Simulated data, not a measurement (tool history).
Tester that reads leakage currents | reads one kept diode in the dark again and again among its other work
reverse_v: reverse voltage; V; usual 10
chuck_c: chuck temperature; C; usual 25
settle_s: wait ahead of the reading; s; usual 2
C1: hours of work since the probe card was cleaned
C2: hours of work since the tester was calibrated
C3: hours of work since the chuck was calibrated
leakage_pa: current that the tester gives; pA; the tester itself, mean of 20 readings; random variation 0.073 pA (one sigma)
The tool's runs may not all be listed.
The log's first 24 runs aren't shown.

{"run": 25, "hour": 2246.0, "reverse_v": 3.4, "chuck_c": 38, "settle_s": 4.62, "C1": 643, "C2": 2154, "C3": 117, "leakage_pa": 40.61}
{"run": 26, "hour": 2334.9, "reverse_v": 3.4, "chuck_c": 38, "settle_s": 4.62, "C1": 687, "C2": 2198, "C3": 162, "leakage_pa": 40.59}
{"run": 27, "hour": 2397.4, "reverse_v": 3.4, "chuck_c": 38, "settle_s": 4.62, "C1": 718, "C2": 2229, "C3": 193, "leakage_pa": 40.37}
{"run": 28, "hour": 2493.1, "reverse_v": 3.4, "chuck_c": 38, "settle_s": 4.62, "C1": 766, "C2": 2277, "C3": 240, "leakage_pa": 40.54}
{"run": 29, "hour": 2605.4, "reverse_v": 3.4, "chuck_c": 38, "settle_s": 4.62, "C1": 822, "C2": 2333, "C3": 296, "leakage_pa": 40.84}
{"run": 30, "hour": 2678.4, "reverse_v": 3.4, "chuck_c": 38, "settle_s": 4.62, "C1": 858, "C2": 2369, "C3": 333, "leakage_pa": 40.6}
{"run": 31, "hour": 2761.0, "reverse_v": 14.8, "chuck_c": 43, "settle_s": 1.12, "C1": 899, "C2": 2410, "C3": 374, "leakage_pa": 101.52}
{"run": 32, "hour": 2866.0, "reverse_v": 1.3, "chuck_c": 22, "settle_s": 2, "C1": 952, "C2": 2463, "C3": 426, "leakage_pa": 6.68}
{"run": 33, "hour": 2980.0, "reverse_v": 1.3, "chuck_c": 22, "settle_s": 2, "C1": 1009, "C2": 2519, "C3": 483, "leakage_pa": 6.73}
{"run": 34, "hour": 3056.7, "reverse_v": 1.3, "chuck_c": 22, "settle_s": 2, "C1": 1047, "C2": 2558, "C3": 521, "leakage_pa": 6.61}
{"run": 35, "hour": 3137.9, "reverse_v": 10, "chuck_c": 30, "settle_s": 1.57, "C1": 1087, "C2": 2598, "C3": 562, "leakage_pa": 28.11}
{"run": 36, "hour": 3223.0, "reverse_v": 10, "chuck_c": 30, "settle_s": 1.57, "C1": 1130, "C2": 2640, "C3": 604, "leakage_pa": 27.9}
{"run": 37, "hour": 3292.9, "reverse_v": 10, "chuck_c": 30, "settle_s": 1.57, "C1": 1164, "C2": 2675, "C3": 639, "leakage_pa": 27.88}
{"hour": 3337.4, "done": "probe card cleaned and baked"}
{"run": 38, "hour": 3385.5, "reverse_v": 10, "chuck_c": 30, "settle_s": 1.57, "C1": 24, "C2": 2720, "C3": 684, "leakage_pa": 28.03}

Forecast each of these 4 alternatives for the next run:
{"run": "A", "hour": 3482.1, "reverse_v": 1.1, "chuck_c": 25, "settle_s": 2, "C1": 72, "C2": 2768, "C3": 732, "leakage_pa": "?"}
{"run": "B", "hour": 3482.1, "reverse_v": 19.3, "chuck_c": 46, "settle_s": 2.3, "C1": 72, "C2": 2768, "C3": 732, "leakage_pa": "?"}
{"run": "C", "hour": 3482.1, "reverse_v": 10, "chuck_c": 44, "settle_s": 1.57, "C1": 72, "C2": 2768, "C3": 732, "leakage_pa": "?"}
{"run": "D", "hour": 3482.1, "reverse_v": 17.9, "chuck_c": 33, "settle_s": 2.54, "C1": 72, "C2": 2768, "C3": 732, "leakage_pa": "?"}

run=A leakage_pa=8.53
run=B leakage_pa=140.95
run=C leakage_pa=97.3
run=D leakage_pa=44.33
Without the tool's hidden state the same runs would have given:
run=A leakage_pa=8.53
run=B leakage_pa=140.94
run=C leakage_pa=97.3
run=D leakage_pa=44.33
